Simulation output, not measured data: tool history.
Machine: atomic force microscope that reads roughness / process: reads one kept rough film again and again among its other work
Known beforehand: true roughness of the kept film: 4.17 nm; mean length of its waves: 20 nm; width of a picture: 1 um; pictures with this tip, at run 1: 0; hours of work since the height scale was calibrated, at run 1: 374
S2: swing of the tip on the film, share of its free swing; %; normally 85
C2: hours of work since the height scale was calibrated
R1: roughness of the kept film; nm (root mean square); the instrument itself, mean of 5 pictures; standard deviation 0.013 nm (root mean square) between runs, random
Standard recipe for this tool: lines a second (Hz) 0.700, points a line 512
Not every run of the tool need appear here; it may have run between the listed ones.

Run 1, hour 0.0: usual settings; pictures with this tip 0; C2 374. Result: R1 3.179 nm (root mean square).
Run 2, hour 13.3: usual settings; pictures with this tip 16; C2 384. Result: R1 3.095 nm (root mean square).
Run 3, hour 19.6: usual settings but lines a second (Hz) 0.668; pictures with this tip 24; C2 389. Result: R1 3.037 nm (root mean square).
Run 4, hour 28.4: usual settings; pictures with this tip 34; C2 396. Result: R1 2.966 nm (root mean square).
Run 5, hour 39.3: usual settings but points a line 599; pictures with this tip 48; C2 404. Result: R1 2.873 nm (root mean square).
Run 6, hour 50.6: usual settings but points a line 599; pictures with this tip 62; C2 413. Result: R1 2.817 nm (root mean square).
Run 7, hour 60.0: usual settings but points a line 599; pictures with this tip 73; C2 421. Result: R1 2.755 nm (root mean square).
Run 8, hour 74.2: usual settings but points a line 599; pictures with this tip 91; C2 432. Result: R1 2.687 nm (root mean square).
Run 9, hour 83.0: usual settings but points a line 405; pictures with this tip 101; C2 438. Result: R1 2.595 nm (root mean square).
Run 10, hour 90.0: usual settings but points a line 405; pictures with this tip 110; C2 444. Result: R1 2.555 nm (root mean square).
Run 11, hour 104.5: usual settings but points a line 405; pictures with this tip 128; C2 455. Result: R1 2.494 nm (root mean square).
Run 12, hour 113.0: usual settings but lines a second (Hz) 3.078, S2 76 %, points a line 855; pictures with this tip 138; C2 462. Result: R1 2.214 nm (root mean square).
Run 13, hour 121.4: usual settings but lines a second (Hz) 3.078, S2 76 %, points a line 855; pictures with this tip 148; C2 469. Result: R1 2.181 nm (root mean square).
Run 14, hour 134.5: usual settings but lines a second (Hz) 3.078, S2 76 %, points a line 855; pictures with this tip 165; C2 479. Result: R1 2.120 nm (root mean square).
Run 15, hour 144.7: usual settings but lines a second (Hz) 3.078, S2 76 %, points a line 855; pictures with this tip 177; C2 487. Result: R1 2.090 nm (root mean square).
Run 16, hour 159.1: usual settings but lines a second (Hz) 3.078, S2 76 %, points a line 855; pictures with this tip 195; C2 498. Result: R1 2.042 nm (root mean square).
Run 17, hour 171.6: usual settings but S2 55 %, points a line 934; pictures with this tip 210; C2 508. Result: R1 2.368 nm (root mean square).
Run 18, hour 181.8: usual settings but S2 55 %, points a line 934; pictures with this tip 223; C2 516. Result: R1 2.332 nm (root mean square).

Hidden state or all else? Some run-to-run changes of R1, split into what the settings, what came in and random variation would give without the hidden state, and what is left for the hidden state (with any gauge scatter that isn't in both results):
The tool's hidden condition here consists of: radius of the tip, nm; height scale over the true one, %; drift of the gauge itself on roughness_nm, %.
Run 16 -> 17: lines a second (Hz) 3.078 -> 0.700, S2 76 -> 55, points a line 855 -> 934. R1 +0.326 nm (root mean square): hidden state -0.204, all else +0.530.
